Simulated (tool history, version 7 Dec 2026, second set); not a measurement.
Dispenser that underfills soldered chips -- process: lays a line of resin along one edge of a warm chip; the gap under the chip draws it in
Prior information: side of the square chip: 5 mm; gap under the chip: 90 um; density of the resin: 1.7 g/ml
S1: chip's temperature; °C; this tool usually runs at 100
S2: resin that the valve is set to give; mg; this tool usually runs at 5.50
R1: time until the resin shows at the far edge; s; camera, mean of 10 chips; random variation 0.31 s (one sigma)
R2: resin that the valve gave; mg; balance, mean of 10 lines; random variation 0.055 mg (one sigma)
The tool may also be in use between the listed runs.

run,day,S1,S2,R1,R2
1,0.000,100,5.50,7.9,5.17
2,0.175,100,5.50,8.9,5.10
3,0.342,100,5.50,11.9,5.00
# day 0.388: new syringe of resin
4,0.471,100,5.50,7.9,5.02
5,0.608,100,5.50,10.3,5.09
6,0.758,100,5.50,11.8,5.16
# day 0.779: new syringe of resin
7,0.942,100,5.50,8.8,5.02
# day 1.104: dispensing valve cleaned and set on the balance
8,1.179,100,5.50,11.4,5.61
# day 1.221: new syringe of resin
9,1.375,100,5.50,9.1,5.55
10,1.454,100,5.50,10.0,5.51
11,1.562,100,6.63,10.7,6.57
# day 1.621: new syringe of resin
12,1.750,100,6.63,8.3,6.63
13,1.888,100,6.63,9.7,6.57
# day 2.017: new syringe of resin
14,2.042,100,6.63,7.3,6.52
15,2.146,100,5.50,8.8,5.45
16,2.292,100,5.10,10.9,5.15
17,2.375,100,5.50,12.3,5.31
# day 2.421: new syringe of resin
18,2.575,100,6.23,8.9,6.16
19,2.754,112,5.20,7.2,5.20
# day 2.808: new syringe of resin
20,2.854,108,5.64,5.8,5.50
21,3.038,111,4.86,6.8,4.75
22,3.142,111,4.86,7.0,4.75
# day 3.208: new syringe of resin
23,3.329,90,5.70,13.5,5.54
24,3.521,90,5.70,16.6,5.49
# day 3.612: new syringe of resin
25,3.704,100,5.61,7.5,5.38
26,3.846,106,6.24,7.7,5.96
27,3.975,106,6.24,9.1,5.97
# day 4.004: new syringe of resin
28,4.133,113,6.58,5.0,6.28
29,4.296,87,7.03,18.1,6.69
# day 4.396: new syringe of resin
30,4.450,97,4.76,9.8,4.46
31,4.600,105,6.50,7.7,6.22
32,4.762,105,7.17,9.5,6.81
# day 4.783: new syringe of resin
33,4.954,94,7.17,11.8,6.68
34,5.071,113,6.44,6.2,6.07
# day 5.175: new syringe of resin
35,5.225,113,6.44,4.8,6.08

A few steps of R1 between consecutive runs. Split each: what settings, incoming material and random variation would produce without the hidden state, and what is left over for the hidden state, along with gauge scatter present in only one of the two compared results (measured, and without hidden state):
The tool's hidden condition here consists of: resin's viscosity, % of fresh resin's; dose that the valve gives, % of what is set; true chip temperature over the reading, C; drift of the gauge itself on fill_s, %; drift of the gauge itself on given_mg, %.
Run 24 -> 25: S1 90 -> 100, S2 5.70 -> 5.61, new syringe of resin. R1 -9.1 s: hidden state -4.4, all else -4.7.
Run 28 -> 29: S1 113 -> 87, S2 6.58 -> 7.03. R1 +13.1 s: hidden state +5.1, all else +8.0.
Run 29 -> 30: S1 87 -> 97, S2 7.03 -> 4.76, new syringe of resin. R1 -8.3 s: hidden state -4.9, all else -3.4.
